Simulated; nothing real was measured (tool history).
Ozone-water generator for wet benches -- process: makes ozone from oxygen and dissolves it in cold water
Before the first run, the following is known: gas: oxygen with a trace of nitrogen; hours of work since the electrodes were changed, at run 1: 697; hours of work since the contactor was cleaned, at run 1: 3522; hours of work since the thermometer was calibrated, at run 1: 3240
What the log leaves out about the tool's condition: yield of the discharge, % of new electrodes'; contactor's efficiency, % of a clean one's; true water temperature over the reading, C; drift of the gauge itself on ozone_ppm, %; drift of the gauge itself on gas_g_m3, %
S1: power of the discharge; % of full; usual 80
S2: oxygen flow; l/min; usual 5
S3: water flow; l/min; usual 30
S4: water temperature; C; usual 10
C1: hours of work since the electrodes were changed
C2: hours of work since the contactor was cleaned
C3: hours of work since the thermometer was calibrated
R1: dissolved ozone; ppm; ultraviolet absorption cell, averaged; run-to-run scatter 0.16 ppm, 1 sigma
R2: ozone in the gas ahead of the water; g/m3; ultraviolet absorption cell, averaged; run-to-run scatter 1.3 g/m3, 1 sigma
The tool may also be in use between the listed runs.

run,day,S1,S2,S3,S4,C1,C2,C3,R1,R2
1,0,80,5,30,10,697,3522,3240,20.4,239.8
2,9.258,80,5,30,10,868,3694,3411,20.1,238.6
3,13.267,80,5,30,10,943,3768,3486,20.1,239.6
4,21.854,80,5,30,10,1102,3927,3645,20.4,236.9
5,27.167,80,5,30,9,1201,4026,3744,20.5,236.3
# day 33.275: water thermometer calibrated
6,33.275,80,5,30,10,1314,4139,0,20.1,234.5
7,37.962,80,5,30,10,1401,4226,87,19.8,236.6
8,43.642,80,5,30,10,1506,4331,192,19.8,236.7
9,50.65,80,5,30,10,1636,4461,322,19.9,233.8
10,57.338,80,5,30,10,1760,4585,446,19.3,233.8
11,63.55,80,5,30,10,1875,4700,562,19.6,229.9
12,67.683,80,5,30,10,1952,4777,638,19.6,232
13,72.629,80,5,30,10,2044,4869,730,19.3,230.6
14,81.562,80,2.72,30,10,2209,5035,896,16.2,310.7
15,89.983,80,4.24,30,10,2365,5191,1052,18.2,249.8
16,99.321,80,5,30,10,2539,5364,1225,19.1,231.4
17,107.958,41,7.24,23,10,2699,5524,1385,15.4,110.5
18,112.958,41,7.24,23,10,2792,5617,1478,15.3,112.9
19,117.296,84,5,19,10,2872,5697,1559,31.1,233
20,121.296,84,5.22,36,10,2946,5772,1633,15.8,229.1
21,125.075,84,5.22,36,10,3016,5842,1703,16,227.7
22,130.625,77,2.77,19,10,3119,5945,1806,25.7,292
23,137.046,77,2.77,19,10,3239,6064,1925,25.6,288.2

Run 24, settings as shown, results not yet in. Your forecast:
24,142.862,90,3.48,41,5,3346,6172,2033,?,?

{"run 24": {"R1": 12.8, "R2": 288.6}}
With no hidden state in the tool, this same run would have given R1 14.9 ppm, R2 322.4 g/m3.
